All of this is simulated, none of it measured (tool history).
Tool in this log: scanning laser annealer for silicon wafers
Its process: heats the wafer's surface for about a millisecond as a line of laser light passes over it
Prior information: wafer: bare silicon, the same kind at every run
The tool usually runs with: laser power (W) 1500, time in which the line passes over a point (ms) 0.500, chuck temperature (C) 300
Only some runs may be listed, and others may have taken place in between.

run,hour,laser power (W),time in which the line passes over a point (ms),chuck temperature (C),highest temperature of the surface (C)
1,0.0,1500,0.500,300,1078
# hour 51.6: window over the wafer cleaned
2,63.8,1500,0.500,300,1119
3,109.8,1500,0.500,300,1118
4,144.2,1500,0.500,300,1121
5,182.3,1500,0.500,294,1107
6,257.1,1500,0.500,294,1102
7,330.4,1500,0.500,331,1141
8,369.9,1500,0.500,331,1138
9,434.4,1500,0.500,300,1100
10,479.5,1500,0.500,300,1100
11,513.1,1500,0.500,300,1096
12,564.1,1500,0.500,300,1096
13,617.8,1500,0.500,300,1091
14,665.1,1500,0.393,300,997
# hour 715.8: optics aligned, line set to its width
15,739.9,1500,0.500,300,1107
16,798.2,1500,0.500,300,1104
17,846.1,1500,0.500,300,1098
18,883.9,1500,0.500,300,1099
19,955.9,1500,0.500,300,1093
20,1005.0,1500,0.500,266,1059
21,1053.3,1307,0.605,300,1031
22,1091.3,1426,0.500,291,1030
23,1129.1,1426,0.500,291,1029
24,1205.1,1520,0.453,300,1057
# hour 1216.1: window over the wafer cleaned
25,1245.4,1520,0.453,335,1136
26,1289.5,1400,0.552,321,1113
27,1340.6,1400,0.552,321,1108
28,1402.9,1400,0.552,321,1105
29,1439.8,1296,0.500,300,977
30,1512.9,1500,0.503,300,1112
31,1563.3,1500,0.503,300,1113
32,1612.9,1592,0.440,271,1082
33,1666.6,1500,0.408,262,986
34,1700.7,1500,0.408,262,983
35,1749.9,1500,0.408,262,983
36,1802.9,1500,0.408,262,980
37,1878.3,1523,0.500,338,1144
38,1918.8,1303,0.500,276,938
39,1960.9,1551,0.577,300,1182
40,2034.6,1551,0.577,300,1177

For some of the steps in highest temperature of the surface (C) from one run to the next: how much would appear even if the tool had no hidden state, given the settings, what came in and random variation, and how much remains for the hidden state plus any gauge scatter that the measured result and the result without hidden state don't share?
What the log doesn't record here: light that passes the window, % of a clean one's; laser's true power over the reading, %; width of the line over the set one, %; drift of the gauge itself on peak_c, C.
Run 1 -> 2: window over the wafer cleaned. highest temperature of the surface (C) +41: hidden state +41, all else +0.
Run 24 -> 25: chuck temperature (C) 300 -> 335, window over the wafer cleaned. highest temperature of the surface (C) +79: hidden state +42, all else +37.
Run 36 -> 37: laser power (W) 1500 -> 1523, time in which the line passes over a point (ms) 0.408 -> 0.500, chuck temperature (C) 262 -> 338. highest temperature of the surface (C) +164: hidden state -11, all else +175.
Run 37 -> 38: laser power (W) 1523 -> 1303, chuck temperature (C) 338 -> 276. highest temperature of the surface (C) -206: hidden state +9, all else -215.
Run 38 -> 39: laser power (W) 1303 -> 1551, time in which the line passes over a point (ms) 0.500 -> 0.577, chuck temperature (C) 276 -> 300. highest temperature of the surface (C) +244: hidden state -20, all else +264.

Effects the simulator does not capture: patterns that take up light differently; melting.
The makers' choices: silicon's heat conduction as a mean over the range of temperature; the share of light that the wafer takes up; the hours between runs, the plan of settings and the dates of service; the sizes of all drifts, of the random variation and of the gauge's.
